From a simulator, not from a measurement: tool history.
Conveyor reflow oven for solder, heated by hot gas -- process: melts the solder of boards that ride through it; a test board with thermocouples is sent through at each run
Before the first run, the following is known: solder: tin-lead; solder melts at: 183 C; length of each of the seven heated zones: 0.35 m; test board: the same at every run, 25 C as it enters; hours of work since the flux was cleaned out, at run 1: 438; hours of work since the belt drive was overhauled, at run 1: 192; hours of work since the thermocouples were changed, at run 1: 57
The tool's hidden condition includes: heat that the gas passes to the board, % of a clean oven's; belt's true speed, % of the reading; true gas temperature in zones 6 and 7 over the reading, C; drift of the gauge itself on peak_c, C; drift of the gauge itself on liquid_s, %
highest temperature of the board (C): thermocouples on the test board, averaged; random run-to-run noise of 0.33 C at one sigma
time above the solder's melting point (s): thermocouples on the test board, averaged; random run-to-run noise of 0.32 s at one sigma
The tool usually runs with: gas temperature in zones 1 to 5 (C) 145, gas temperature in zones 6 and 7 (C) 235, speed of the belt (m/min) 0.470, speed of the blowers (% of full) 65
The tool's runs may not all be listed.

run,hour,gas temperature in zones 1 to 5 (C),gas temperature in zones 6 and 7 (C),speed of the belt (m/min),speed of the blowers (% of full),hours of work since the flux was cleaned out,hours of work since the belt drive was overhauled,hours of work since the thermocouples were changed,highest temperature of the board (C),time above the solder's melting point (s)
1,0.0,145,235,0.470,65,438,192,57,219.3,71.6
2,9.4,145,235,0.470,65,442,196,61,219.8,71.4
3,16.7,145,235,0.470,87,445,199,64,224.3,76.0
4,24.8,145,235,0.470,87,448,202,68,223.8,75.8
5,37.6,148,235,0.470,65,454,208,73,219.5,73.3
6,44.0,145,235,0.470,65,456,210,76,219.3,71.0
7,56.4,145,224,0.470,65,462,216,81,210.5,63.0
8,62.9,145,224,0.470,65,464,219,84,210.0,62.6
9,74.6,151,235,0.470,65,469,223,89,220.5,75.8
10,87.3,145,235,0.470,65,475,229,94,219.4,71.8
11,99.7,145,235,0.470,65,480,234,100,219.2,71.1
12,115.0,145,235,0.470,79,486,241,106,222.4,74.5
13,125.9,145,235,0.470,79,491,245,111,222.8,74.8
14,133.0,145,235,0.470,79,494,248,114,222.0,74.6
# hour 152.0: flux residue cleaned out of gas plates and filters
15,153.3,141,230,0.481,57,1,255,120,211.3,60.2
16,160.3,153,241,0.470,81,4,258,123,229.0,82.5
17,173.2,137,238,0.381,71,9,263,129,228.3,93.6
18,184.7,137,238,0.381,83,14,268,134,230.0,95.8
19,192.5,155,238,0.556,72,17,271,137,220.8,65.2
20,203.7,156,235,0.383,59,22,276,142,225.0,99.7
21,211.5,148,235,0.383,71,25,279,145,226.2,96.6
22,220.0,145,248,0.470,74,29,283,149,233.3,81.0
23,227.2,145,248,0.470,74,32,286,152,232.7,81.1
24,238.9,137,244,0.452,67,37,291,157,227.9,77.8
25,252.2,137,235,0.470,65,43,297,162,217.4,66.9
26,262.9,152,233,0.480,55,47,301,167,214.7,69.6
27,276.0,143,236,0.470,65,53,307,172,220.3,71.1
28,288.8,145,235,0.470,77,58,312,178,222.0,74.1

Consider 4 possible next runs. They are alternatives, not a sequence: every one starts from the tool as it was left by run 28. What does each give?
A,302.1,154,235,0.470,65,64,318,183,?,?
B,302.1,145,225,0.470,82,64,318,183,?,?
C,302.1,145,235,0.470,78,64,318,183,?,?
D,302.1,145,235,0.459,65,64,318,183,?,?

run,highest temperature of the board (C),time above the solder's melting point (s)
A,221.2,77.6
B,214.3,68.8
C,222.2,74.5
D,220.2,74.2
With the hidden condition removed and each run's random variation left untouched, the same runs would have given:
run,highest temperature of the board (C),time above the solder's melting point (s)
A,221.2,77.7
B,214.3,68.8
C,222.2,74.5
D,220.3,74.2
